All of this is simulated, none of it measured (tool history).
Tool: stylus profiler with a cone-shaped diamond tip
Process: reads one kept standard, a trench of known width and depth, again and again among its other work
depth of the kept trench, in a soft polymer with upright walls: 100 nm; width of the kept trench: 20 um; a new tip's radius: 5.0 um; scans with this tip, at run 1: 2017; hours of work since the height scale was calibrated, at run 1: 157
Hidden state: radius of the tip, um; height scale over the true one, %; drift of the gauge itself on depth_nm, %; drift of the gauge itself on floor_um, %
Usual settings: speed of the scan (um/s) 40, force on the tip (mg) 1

run,hour,speed of the scan (um/s),force on the tip (mg),scans with this tip,hours of work since the height scale was calibrated,depth of the trench (nm),width of the trench's floor (um)
1,0,40,1,2017,157,100.45,17.51
2,63.2,40,1,2530,197,100.59,17.43
3,117.6,40,1,2972,231,100.6,17.43
4,170.9,40,1,3404,265,100.66,17.38
5,227.2,25,1,3861,300,100.65,17.43
6,288.1,13,1,4356,339,100.64,17.51
7,346,13,1,4825,375,100.66,17.44
8,385.9,13,1,5149,401,100.65,17.34
9,448.1,13,1,5654,440,100.72,17.35
10,517.3,13,1,6216,484,100.69,17.32
11,586.8,13,1,6780,527,100.65,17.23
12,627.9,13,1,7113,553,100.74,17.22
13,663.7,13,1,7403,576,100.66,17.18
14,709.3,40,1.29,7774,605,100.8,16.99
15,743.5,45,2.33,8052,626,101.16,16.93
16,777,45,2.33,8323,648,101.02,17.02
17,819.8,45,1.55,8671,675,100.93,16.92
18,868.7,45,1.55,9068,705,100.94,16.9
19,905.1,45,1.55,9363,728,100.83,16.86
20,965.1,92,2.77,9850,766,101.22,16.71
21,1005.7,40,1.58,10179,792,100.98,16.88
22,1066.9,107,2.3,10676,831,101.21,16.61
23,1133.7,107,2.3,11218,873,101.1,16.45
24,1163.6,107,2.3,11460,892,101.26,16.55
25,1220.4,40,0.98,11921,927,100.93,16.63
26,1283,40,0.98,12429,967,100.76,16.61
27,1340.1,28,0.62,12893,1003,100.85,16.56
28,1371.8,36,0.36,13150,1023,100.71,16.46

5 ways to go on from here, each from the tool as it stands after run 28. What would each give?
A,1411.5,24,1.93,13472,1048,?,?
B,1411.5,61,0.6,13472,1048,?,?
C,1411.5,15,2.29,13472,1048,?,?
D,1411.5,36,0.58,13472,1048,?,?
E,1411.5,36,2.08,13472,1048,?,?

run,depth of the trench (nm),width of the trench's floor (um)
A,101.21,16.69
B,100.61,16.31
C,101.19,16.69
D,100.76,16.5
E,101.22,16.57
Without the tool's hidden state the same runs would have given:
run,depth of the trench (nm),width of the trench's floor (um)
A,100.73,17.96
B,100.13,17.58
C,100.71,17.96
D,100.28,17.77
E,100.74,17.83
